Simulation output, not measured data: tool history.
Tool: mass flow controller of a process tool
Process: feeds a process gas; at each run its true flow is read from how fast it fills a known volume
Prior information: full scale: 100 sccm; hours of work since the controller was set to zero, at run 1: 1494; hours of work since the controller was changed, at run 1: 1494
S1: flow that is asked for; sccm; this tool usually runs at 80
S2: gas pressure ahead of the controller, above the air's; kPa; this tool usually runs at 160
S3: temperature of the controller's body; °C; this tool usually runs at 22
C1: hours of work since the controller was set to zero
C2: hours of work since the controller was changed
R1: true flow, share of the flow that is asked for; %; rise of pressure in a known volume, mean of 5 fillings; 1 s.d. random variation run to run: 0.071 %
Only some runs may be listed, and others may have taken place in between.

run,day,S1,S2,S3,C1,C2,R1
1,0,80,160,22,1494,1494,99.36
2,6.242,80,160,22,1567,1567,99.39
3,13.583,80,280,22,1653,1653,99.82
4,21.379,80,160,22,1745,1745,99.65
5,29.342,80,236,22,1838,1838,99.68
6,36.788,80,236,22,1926,1926,99.8
7,40.412,80,160,22,1969,1969,99.43
8,44.821,80,160,22,2020,2020,99.45
9,49.712,80,160,28,2078,2078,99.94
10,55.058,80,160,28,2141,2141,99.97
11,59.704,66,160,22,2195,2195,99.21
12,63.817,66,162,22,2244,2244,99.28
13,71.621,66,162,22,2336,2336,99.17
14,76.338,86,160,22,2391,2391,99.52
15,82.308,86,160,22,2461,2461,99.49
16,90.012,86,160,22,2552,2552,99.61
17,94.071,86,227,22,2600,2600,99.77
18,100.154,86,227,22,2671,2671,99.72
19,105.417,86,227,22,2733,2733,99.88
20,111.242,86,227,22,2801,2801,99.7
21,116.775,55,196,36,2866,2866,100.11
22,123.971,45,146,22,2951,2951,98.55
23,130.675,37,243,22,3030,3030,98.59
24,134.162,37,243,22,3071,3071,98.59
25,139.433,87,160,22,3133,3133,99.61
26,143.821,27,160,31,3184,3184,98.49
27,150.783,43,160,23,3266,3266,98.52
28,155.704,43,213,23,3324,3324,98.78
29,159.454,76,213,22,3368,3368,99.58
30,165.525,76,213,22,3440,3440,99.71
31,169.525,26,160,35,3487,3487,98.57
32,173.662,26,160,35,3535,3535,98.44
33,181.425,26,160,35,3627,3627,98.41
34,184.729,26,160,35,3665,3665,98.46
35,192.638,76,160,35,3758,3758,100.52
36,198.75,13,148,27,3830,3830,95.05
37,203.183,11,270,21,3882,3882,93.93
38,207.142,11,270,21,3929,3929,93.77

Measured minus without-hidden-state, run by run (identical run-to-run variation in each term; gauge scatter may differ):
The tool's hidden condition here consists of: flow at rest that the sensor doesn't see, % of full scale; true flow over the shown one, %; drift of the gauge itself on true_pct, %.
run,R1
1,-0.03
2,-0.03
3,-0.02
4,-0.02
5,-0.01
6,+0
7,+0
8,+0.01
9,+0
10,+0.01
11,-0.09
12,-0.08
13,-0.09
14,+0.06
15,+0.07
16,+0.07
17,+0.08
18,+0.08
19,+0.08
20,+0.09
21,-0.24
22,-0.46
23,-0.72
24,-0.72
25,+0.11
26,-1.31
27,-0.54
28,-0.55
29,+0.04
30,+0.04
31,-1.51
32,-1.53
33,-1.57
34,-1.58
35,+0.06
36,-4.23
37,-5.23
38,-5.29

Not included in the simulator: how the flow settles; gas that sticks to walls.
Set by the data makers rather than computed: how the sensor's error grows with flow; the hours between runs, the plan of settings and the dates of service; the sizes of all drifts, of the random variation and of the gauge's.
